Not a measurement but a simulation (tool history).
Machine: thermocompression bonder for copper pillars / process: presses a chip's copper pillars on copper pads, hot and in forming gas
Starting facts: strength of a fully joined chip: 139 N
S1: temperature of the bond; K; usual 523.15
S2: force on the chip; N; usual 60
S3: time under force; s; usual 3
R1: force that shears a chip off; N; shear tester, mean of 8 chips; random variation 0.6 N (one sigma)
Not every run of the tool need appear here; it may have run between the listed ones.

Run 1, hour 0: usual settings. Result: R1 81.6 N.
Run 2, hour 16: usual settings. Result: R1 81.2 N.
Run 3, hour 25.8: usual settings. Result: R1 81.6 N.
Run 4, hour 34.6: usual settings. Result: R1 82.1 N.
At hour 45.1: forming gas filter changed.
Run 5, hour 51.7: usual settings. Result: R1 86.5 N.
Run 6, hour 71.3: usual settings. Result: R1 85 N.
Run 7, hour 90.5: usual settings. Result: R1 85.3 N.
Run 8, hour 101.4: usual settings. Result: R1 84.4 N.
Run 9, hour 118: usual settings. Result: R1 84 N.
Run 10, hour 136.1: usual settings. Result: R1 83.2 N.
Run 11, hour 149.1: usual settings. Result: R1 84.6 N.
Run 12, hour 162.5: usual settings. Result: R1 83.9 N.
Run 13, hour 177.6: usual settings. Result: R1 83 N.
Run 14, hour 197.5: usual settings. Result: R1 83.2 N.
Run 15, hour 215.2: usual settings. Result: R1 81.8 N.
Run 16, hour 225.3: usual settings but S2 64 N. Result: R1 85.5 N.
Run 17, hour 240.3: usual settings but S1 524.15 K, S2 48 N. Result: R1 68.7 N.
At hour 252.1: forming gas filter changed.
Run 18, hour 254.6: usual settings but S1 524.15 K, S2 48 N. Result: R1 72.5 N.
Run 19, hour 272.3: usual settings but S1 528.15 K, S2 57 N. Result: R1 85.4 N.
Run 20, hour 283.3: usual settings but S1 528.15 K, S2 57 N. Result: R1 85.5 N.
At hour 287.2: heater calibrated with a thermocouple chip.
Run 21, hour 305.6: usual settings but S1 516.15 K, S2 50 N. Result: R1 68.8 N.
Run 22, hour 316.7: usual settings but S1 516.15 K, S2 50 N. Result: R1 68.2 N.
At hour 333.1: heater calibrated with a thermocouple chip, once more.
Run 23, hour 334.9: usual settings but S1 516.15 K, S2 50 N. Result: R1 59.6 N.
Run 24, hour 350.5: usual settings but S1 516.15 K, S2 50 N. Result: R1 60.2 N.
Run 25, hour 370.1: usual settings but S1 542.15 K, S2 46 N, S3 2 s. Result: R1 68.4 N.
Run 26, hour 381.5: usual settings but S1 500.15 K, S2 48 N, S3 8 s. Result: R1 63.3 N.
Run 27, hour 398.1: usual settings but S1 550.15 K, S2 48 N, S3 4 s. Result: R1 94.4 N.
Run 28, hour 412: usual settings but S1 550.15 K, S2 48 N, S3 4 s. Result: R1 94.3 N.
Run 29, hour 425.9: usual settings but S1 550.15 K, S2 48 N, S3 4 s. Result: R1 93.8 N.
Run 30, hour 435.1: usual settings but S1 550.15 K, S2 48 N, S3 9 s. Result: R1 109.8 N.
Run 31, hour 453.9: usual settings but S1 550.15 K, S2 48 N, S3 9 s. Result: R1 111 N.
At hour 462.8: forming gas filter changed.
Run 32, hour 471.6: usual settings but S1 518.15 K, S2 48 N, S3 9 s. Result: R1 87.5 N.

Alternative continuations, all from the tool just after run 32; predict every row:
Run A, hour 483.2: usual settings but S1 550.15 K. Result: R1 ?.
Run B, hour 483.2: usual settings but S1 494.15 K, S2 69 N, S3 8 s. Result: R1 ?.
Run C, hour 483.2: usual settings but S1 531.15 K, S2 52 N, S3 2 s. Result: R1 ?.
Run D, hour 483.2: usual settings but S1 518.15 K, S2 52 N, S3 9 s. Result: R1 ?.

run     R1
  A  105.6
  B   81.9
  C   67.7
  D   92.7
Stripped of hidden state, with their random variation kept, the same runs would have yielded:
run     R1
  A  109.3
  B   85.6
  C   71.2
  D   96.6
